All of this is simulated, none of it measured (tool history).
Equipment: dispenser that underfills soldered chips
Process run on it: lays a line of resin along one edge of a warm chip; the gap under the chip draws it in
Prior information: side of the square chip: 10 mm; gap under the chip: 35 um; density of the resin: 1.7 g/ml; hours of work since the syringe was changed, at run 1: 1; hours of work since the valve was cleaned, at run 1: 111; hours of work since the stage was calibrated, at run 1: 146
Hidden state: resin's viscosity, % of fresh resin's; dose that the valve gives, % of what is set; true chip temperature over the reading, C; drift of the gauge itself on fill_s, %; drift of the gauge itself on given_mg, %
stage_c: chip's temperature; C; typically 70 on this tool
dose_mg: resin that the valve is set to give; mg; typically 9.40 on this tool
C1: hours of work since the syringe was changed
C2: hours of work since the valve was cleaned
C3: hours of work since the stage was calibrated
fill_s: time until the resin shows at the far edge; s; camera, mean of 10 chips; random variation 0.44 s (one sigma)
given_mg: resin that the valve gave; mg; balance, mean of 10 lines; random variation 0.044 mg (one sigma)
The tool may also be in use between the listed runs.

run 1 hour=0.0 | stage_c=70 dose_mg=9.40 | C1=1 C2=111 C3=146 | fill_s=32.8 given_mg=8.82
run 2 hour=8.0 | stage_c=70 dose_mg=9.40 | C1=7 C2=116 C3=151 | fill_s=50.1 given_mg=8.68
-- hour=11.2 new syringe of resin
run 3 hour=16.9 | stage_c=70 dose_mg=9.40 | C1=4 C2=123 C3=157 | fill_s=41.5 given_mg=8.69
-- hour=21.7 dispensing valve cleaned and set on the balance
-- hour=24.0 new syringe of resin
run 4 hour=24.9 | stage_c=70 dose_mg=9.40 | C1=1 C2=2 C3=162 | fill_s=32.5 given_mg=9.42
run 5 hour=33.6 | stage_c=70 dose_mg=9.40 | C1=7 C2=8 C3=168 | fill_s=49.6 given_mg=9.36
-- hour=36.2 new syringe of resin
run 6 hour=43.4 | stage_c=70 dose_mg=9.40 | C1=5 C2=15 C3=175 | fill_s=43.6 given_mg=9.29
-- hour=48.0 new syringe of resin
run 7 hour=50.3 | stage_c=70 dose_mg=9.40 | C1=2 C2=19 C3=180 | fill_s=35.1 given_mg=9.25
run 8 hour=56.9 | stage_c=72 dose_mg=9.40 | C1=6 C2=24 C3=184 | fill_s=43.5 given_mg=9.25
-- hour=59.9 new syringe of resin
run 9 hour=68.4 | stage_c=70 dose_mg=9.40 | C1=6 C2=32 C3=192 | fill_s=47.1 given_mg=9.17
-- hour=71.8 new syringe of resin
run 10 hour=75.1 | stage_c=70 dose_mg=9.40 | C1=2 C2=36 C3=197 | fill_s=36.5 given_mg=9.07
-- hour=83.6 new syringe of resin
run 11 hour=83.6 | stage_c=70 dose_mg=9.40 | C1=0 C2=42 C3=202 | fill_s=31.3 given_mg=9.14
run 12 hour=92.6 | stage_c=70 dose_mg=9.40 | C1=6 C2=48 C3=209 | fill_s=47.4 given_mg=9.11
-- hour=95.3 new syringe of resin
run 13 hour=104.1 | stage_c=70 dose_mg=8.47 | C1=6 C2=56 C3=216 | fill_s=48.8 given_mg=8.11
-- hour=107.3 new syringe of resin
run 14 hour=109.9 | stage_c=70 dose_mg=9.40 | C1=2 C2=60 C3=220 | fill_s=34.6 given_mg=9.06
-- hour=120.1 new syringe of resin
run 15 hour=121.1 | stage_c=70 dose_mg=8.38 | C1=1 C2=68 C3=228 | fill_s=32.4 given_mg=7.90
run 16 hour=130.0 | stage_c=70 dose_mg=8.38 | C1=7 C2=74 C3=234 | fill_s=50.1 given_mg=8.01
-- hour=131.9 new syringe of resin
run 17 hour=137.1 | stage_c=70 dose_mg=8.38 | C1=4 C2=79 C3=239 | fill_s=40.7 given_mg=7.93
-- hour=144.2 new syringe of resin
run 18 hour=146.1 | stage_c=56 dose_mg=8.70 | C1=1 C2=85 C3=245 | fill_s=64.2 given_mg=8.30
run 19 hour=155.1 | stage_c=70 dose_mg=10.25 | C1=8 C2=91 C3=251 | fill_s=51.6 given_mg=9.63
-- hour=156.2 new syringe of resin
run 20 hour=161.8 | stage_c=79 dose_mg=9.00 | C1=4 C2=96 C3=256 | fill_s=27.3 given_mg=8.31
-- hour=168.7 new syringe of resin
run 21 hour=169.5 | stage_c=78 dose_mg=9.98 | C1=1 C2=101 C3=261 | fill_s=22.9 given_mg=9.33
run 22 hour=174.5 | stage_c=55 dose_mg=10.30 | C1=4 C2=104 C3=265 | fill_s=79.7 given_mg=9.60
-- hour=180.8 new syringe of resin
run 23 hour=185.5 | stage_c=55 dose_mg=10.30 | C1=3 C2=112 C3=272 | fill_s=75.6 given_mg=9.59
run 24 hour=190.2 | stage_c=67 dose_mg=9.40 | C1=7 C2=115 C3=275 | fill_s=56.0 given_mg=8.68
-- hour=192.9 new syringe of resin
run 25 hour=201.4 | stage_c=67 dose_mg=9.40 | C1=6 C2=123 C3=283 | fill_s=54.5 given_mg=8.60
-- hour=204.8 new syringe of resin
-- hour=205.8 dispensing valve cleaned and set on the balance
run 26 hour=208.9 | stage_c=67 dose_mg=9.40 | C1=2 C2=2 C3=287 | fill_s=39.6 given_mg=9.47
run 27 hour=216.0 | stage_c=80 dose_mg=9.76 | C1=7 C2=7 C3=292 | fill_s=32.3 given_mg=9.73
-- hour=218.2 new syringe of resin
run 28 hour=227.2 | stage_c=70 dose_mg=9.71 | C1=6 C2=15 C3=300 | fill_s=45.7 given_mg=9.69
-- hour=230.2 new syringe of resin
run 29 hour=235.3 | stage_c=70 dose_mg=9.71 | C1=4 C2=20 C3=305 | fill_s=38.5 given_mg=9.57
-- hour=242.0 new syringe of resin
run 30 hour=242.1 | stage_c=79 dose_mg=8.90 | C1=0 C2=25 C3=310 | fill_s=20.1 given_mg=8.88
run 31 hour=249.3 | stage_c=79 dose_mg=8.90 | C1=5 C2=30 C3=315 | fill_s=29.1 given_mg=8.71
-- hour=254.2 new syringe of resin
run 32 hour=259.4 | stage_c=70 dose_mg=11.92 | C1=4 C2=37 C3=322 | fill_s=39.0 given_mg=11.67
-- hour=266.4 new syringe of resin
run 33 hour=266.4 | stage_c=62 dose_mg=9.60 | C1=0 C2=41 C3=327 | fill_s=42.5 given_mg=9.41
run 34 hour=273.2 | stage_c=81 dose_mg=10.32 | C1=5 C2=46 C3=331 | fill_s=25.7 given_mg=10.13

Per-run results on a tool with no hidden state, each run keeping its own random variation:
run=1 fill_s=31.0 given_mg=9.49
run=2 fill_s=32.0 given_mg=9.38
run=3 fill_s=31.5 given_mg=9.42
run=4 fill_s=31.8 given_mg=9.46
run=5 fill_s=31.5 given_mg=9.43
run=6 fill_s=31.4 given_mg=9.40
run=7 fill_s=32.1 given_mg=9.38
run=8 fill_s=28.6 given_mg=9.41
run=9 fill_s=32.2 given_mg=9.39
run=10 fill_s=31.9 given_mg=9.31
run=11 fill_s=32.2 given_mg=9.42
run=12 fill_s=31.1 given_mg=9.43
run=13 fill_s=33.1 given_mg=8.44
run=14 fill_s=31.3 given_mg=9.44
run=15 fill_s=32.2 given_mg=8.28
run=16 fill_s=32.1 given_mg=8.43
run=17 fill_s=32.4 given_mg=8.38
run=18 fill_s=60.9 given_mg=8.80
run=19 fill_s=31.5 given_mg=10.27
run=20 fill_s=21.3 given_mg=8.89
run=21 fill_s=22.9 given_mg=10.02
run=22 fill_s=62.9 given_mg=10.32
run=23 fill_s=63.2 given_mg=10.37
run=24 fill_s=36.8 given_mg=9.41
run=25 fill_s=37.0 given_mg=9.38
run=26 fill_s=36.3 given_mg=9.45
run=27 fill_s=20.8 given_mg=9.75
run=28 fill_s=31.7 given_mg=9.74
run=29 fill_s=31.5 given_mg=9.66
run=30 fill_s=21.4 given_mg=8.99
run=31 fill_s=21.9 given_mg=8.85
run=32 fill_s=32.1 given_mg=11.91
run=33 fill_s=45.5 given_mg=9.64
run=34 fill_s=19.5 given_mg=10.40

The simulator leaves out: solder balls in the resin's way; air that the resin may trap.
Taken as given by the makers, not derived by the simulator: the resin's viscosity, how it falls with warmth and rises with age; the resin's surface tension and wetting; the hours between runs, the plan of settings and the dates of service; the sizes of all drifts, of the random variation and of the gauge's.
